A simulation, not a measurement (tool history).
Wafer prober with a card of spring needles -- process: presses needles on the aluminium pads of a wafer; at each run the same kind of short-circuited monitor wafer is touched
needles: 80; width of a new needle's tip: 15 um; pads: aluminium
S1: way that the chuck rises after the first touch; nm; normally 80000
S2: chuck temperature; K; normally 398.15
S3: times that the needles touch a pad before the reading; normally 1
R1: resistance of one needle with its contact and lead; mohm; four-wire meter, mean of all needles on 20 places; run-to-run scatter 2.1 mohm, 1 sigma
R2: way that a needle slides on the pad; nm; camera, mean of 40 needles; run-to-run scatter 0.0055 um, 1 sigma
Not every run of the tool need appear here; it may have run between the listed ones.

run    hour     S1      S2  S3   R1     R2
  1     0.0  80000  398.15   1  258   9703
       13.7  -- tips cleaned on abrasive film
  2    34.0  80000  398.15   1  264   9708
       37.8  -- tips cleaned on abrasive film
       65.2  -- tips cleaned on abrasive film
       92.7  -- tips cleaned on abrasive film
  3   104.9  80000  398.15   1  256   9687
      120.4  -- tips cleaned on abrasive film
  4   137.1  80000  398.15   1  262   9676
      146.2  -- tips cleaned on abrasive film
      173.5  -- tips cleaned on abrasive film
  5   191.3  80000  398.15   1  265   9668
      199.9  -- tips cleaned on abrasive film
      226.1  -- tips cleaned on abrasive film
      254.9  -- tips cleaned on abrasive film
  6   265.4  80000  398.15   1  255   9653
      280.4  -- tips cleaned on abrasive film
      301.3  -- height of the first contact set anew
      307.2  -- tips cleaned on abrasive film
  7   315.9  80000  398.15   1  256   9732
      333.8  -- tips cleaned on abrasive film
      361.1  -- tips cleaned on abrasive film
      389.6  -- tips cleaned on abrasive film
  8   390.2  80000  398.15   1  247   9701
      415.0  -- tips cleaned on abrasive film
      443.2  -- tips cleaned on abrasive film
  9   451.2  80000  398.15   1  259   9696
      468.6  -- tips cleaned on abrasive film
 10   488.9  80000  398.15   1  264   9685
      493.6  -- tips cleaned on abrasive film
      518.9  -- tips cleaned on abrasive film
      545.8  -- tips cleaned on abrasive film
 11   565.4  80000  398.15   1  263   9663
      569.9  -- tips cleaned on abrasive film
      596.7  -- tips cleaned on abrasive film
      624.1  -- tips cleaned on abrasive film
 12   633.9  80000  398.15   1  259   9645
      649.7  -- tips cleaned on abrasive film
      676.1  -- tips cleaned on abrasive film
 13   689.5  80000  398.15   1  261   9626
      705.9  -- tips cleaned on abrasive film
      725.8  -- height of the first contact set anew
      733.6  -- tips cleaned on abrasive film
 14   745.0  80000  398.15   1  260   9731
      758.7  -- tips cleaned on abrasive film
      785.9  -- tips cleaned on abrasive film
 15   797.7  80000  398.15   1  259   9702
      812.7  -- tips cleaned on abrasive film
      840.9  -- tips cleaned on abrasive film
 16   845.6  80000  398.15   1  255   9710
      869.5  -- tips cleaned on abrasive film
 17   885.6  80000  398.15   1  269   9698
      896.6  -- tips cleaned on abrasive film
      922.5  -- tips cleaned on abrasive film
      946.6  -- tips cleaned on abrasive film
 18   953.9  80000  398.15   1  256   9680
      970.6  -- tips cleaned on abrasive film
      994.7  -- tips cleaned on abrasive film
 19  1008.7  80000  398.15   3  250   9675
     1023.8  -- tips cleaned on abrasive film
     1051.2  -- tips cleaned on abrasive film
 20  1055.0  72000  398.15   1  252   8693
     1078.7  -- tips cleaned on abrasive film
 21  1097.6  66000  398.15   1  276   7952
     1105.8  -- tips cleaned on abrasive film
     1131.0  -- tips cleaned on abrasive film
 22  1145.5  61000  314.15   2  251   7331
     1151.7  -- height of the first contact set anew
     1157.7  -- tips cleaned on abrasive film
     1184.5  -- tips cleaned on abrasive film
     1213.5  -- tips cleaned on abrasive film
 23  1218.6  77000  314.15   2  235   9356
     1240.9  -- tips cleaned on abrasive film
     1267.9  -- tips cleaned on abrasive film
 24  1281.6  78000  301.15   3  228   9458
     1294.7  -- tips cleaned on abrasive film
     1319.6  -- tips cleaned on abrasive film
 25  1319.7  86000  351.15   2  233  10419
     1344.2  -- tips cleaned on abrasive film
     1368.8  -- tips cleaned on abrasive film
 26  1368.8  88000  333.15   1  234  10654
     1394.9  -- tips cleaned on abrasive film
     1419.1  -- tips cleaned on abrasive film
 27  1424.3  86000  363.15   1  250  10398
     1445.4  -- tips cleaned on abrasive film
     1473.7  -- tips cleaned on abrasive film
 28  1473.7  78000  304.15   1  224   9403
     1500.4  -- tips cleaned on abrasive film
     1524.9  -- tips cleaned on abrasive film
 29  1541.8  69000  314.15   2  247   8309
     1551.1  -- tips cleaned on abrasive film
     1575.6  -- tips cleaned on abrasive film
     1575.9  -- height of the first contact set anew
     1603.6  -- tips cleaned on abrasive film
 30  1612.8  88000  314.15   3  228  10691

Consider 3 possible next runs. They are alternatives, not a sequence: every one starts from the tool as it was left by run 30. What does each give?
     1631.2  -- tips cleaned on abrasive film
  A  1648.6  95000  377.15   1   ?   ?
     1631.2  -- tips cleaned on abrasive film
  B  1648.6  75000  314.15   3   ?   ?
     1631.2  -- tips cleaned on abrasive film
  C  1648.6  90000  346.15   1   ?   ?

run   R1     R2
  A  253  11546
  B  236   9113
  C  249  10942
With the hidden condition removed and each run's random variation left untouched, the same runs would have given:
run   R1     R2
  A  236  11555
  B  226   9122
  C  230  10951
